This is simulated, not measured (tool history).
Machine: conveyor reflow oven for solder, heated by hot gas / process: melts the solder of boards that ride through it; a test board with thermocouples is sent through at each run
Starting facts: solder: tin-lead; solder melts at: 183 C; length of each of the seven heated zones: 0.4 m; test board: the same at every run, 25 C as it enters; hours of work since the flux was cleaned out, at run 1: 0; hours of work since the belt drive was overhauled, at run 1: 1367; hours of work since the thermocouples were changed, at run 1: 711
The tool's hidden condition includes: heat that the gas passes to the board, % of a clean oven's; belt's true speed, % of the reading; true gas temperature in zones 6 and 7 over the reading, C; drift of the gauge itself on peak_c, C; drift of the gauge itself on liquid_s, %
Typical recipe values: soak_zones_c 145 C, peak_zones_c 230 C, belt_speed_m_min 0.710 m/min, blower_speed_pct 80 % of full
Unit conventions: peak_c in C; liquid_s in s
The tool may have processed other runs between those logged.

| run | day | soak_zones_c | peak_zones_c | belt_speed_m_min | blower_speed_pct | hours of work since the flux was cleaned out | hours of work since the belt drive was overhauled | hours of work since the thermocouples were changed | peak_c | liquid_s |
|---|---|---|---|---|---|---|---|---|---|---|
| 1 | 0.000 | 145 | 230 | 0.710 | 80 | 0 | 1367 | 711 | 220.3 | 57.0 |
| 2 | 1.046 | 145 | 230 | 0.710 | 80 | 18 | 1385 | 729 | 220.0 | 57.9 |
| 3 | 3.088 | 145 | 230 | 0.710 | 80 | 54 | 1421 | 765 | 220.3 | 56.4 |
| 4 | 4.546 | 145 | 230 | 0.710 | 80 | 79 | 1446 | 790 | 220.0 | 57.5 |
| 5 | 6.712 | 145 | 230 | 0.710 | 80 | 117 | 1484 | 828 | 219.6 | 56.8 |
| 6 | 8.238 | 145 | 230 | 0.710 | 80 | 143 | 1510 | 854 | 219.9 | 56.5 |
| 7 | 9.517 | 145 | 233 | 0.710 | 80 | 165 | 1532 | 877 | 222.3 | 59.3 |
|  | 10.475 | flux residue cleaned out of gas plates and filters |
| 8 | 11.412 | 145 | 233 | 0.710 | 80 | 16 | 1562 | 906 | 223.3 | 59.1 |
| 9 | 12.517 | 145 | 218 | 0.710 | 80 | 36 | 1581 | 925 | 209.5 | 51.5 |
| 10 | 14.438 | 145 | 230 | 0.710 | 80 | 69 | 1614 | 959 | 220.5 | 56.9 |
| 11 | 16.621 | 145 | 230 | 0.710 | 57 | 107 | 1652 | 997 | 217.3 | 54.3 |
| 12 | 17.600 | 145 | 230 | 0.710 | 57 | 124 | 1669 | 1014 | 217.5 | 54.8 |
| 13 | 18.658 | 145 | 230 | 0.710 | 80 | 142 | 1688 | 1032 | 220.3 | 58.1 |
| 14 | 19.712 | 145 | 219 | 0.779 | 80 | 161 | 1706 | 1050 | 208.2 | 45.1 |
|  | 20.954 | flux residue cleaned out of gas plates and filters |
| 15 | 21.700 | 145 | 234 | 0.786 | 80 | 13 | 1737 | 1081 | 221.5 | 50.8 |
| 16 | 23.179 | 145 | 222 | 0.681 | 68 | 39 | 1763 | 1107 | 213.4 | 56.2 |
|  | 24.200 | belt drive overhauled, speed set with a stopwatch |
| 17 | 24.558 | 145 | 222 | 0.681 | 68 | 60 | 6 | 1128 | 211.3 | 52.5 |
| 18 | 25.804 | 145 | 222 | 0.681 | 68 | 81 | 28 | 1150 | 212.3 | 52.4 |
| 19 | 26.979 | 133 | 226 | 0.732 | 68 | 102 | 48 | 1170 | 212.0 | 43.4 |
|  | 28.388 | thermocouples of zones 6 and 7 changed |
| 20 | 28.671 | 133 | 226 | 0.732 | 68 | 130 | 76 | 5 | 209.8 | 43.6 |

What does the tool deliver on the next run?
| 21 | 30.479 | 141 | 230 | 0.710 | 80 | 161 | 108 | 36 | ? | ? |

peak_c: 217.2 C
liquid_s: 51.4 s
Without the tool's hidden state the same run would have given peak_c 217.7 C, liquid_s 51.9 s.

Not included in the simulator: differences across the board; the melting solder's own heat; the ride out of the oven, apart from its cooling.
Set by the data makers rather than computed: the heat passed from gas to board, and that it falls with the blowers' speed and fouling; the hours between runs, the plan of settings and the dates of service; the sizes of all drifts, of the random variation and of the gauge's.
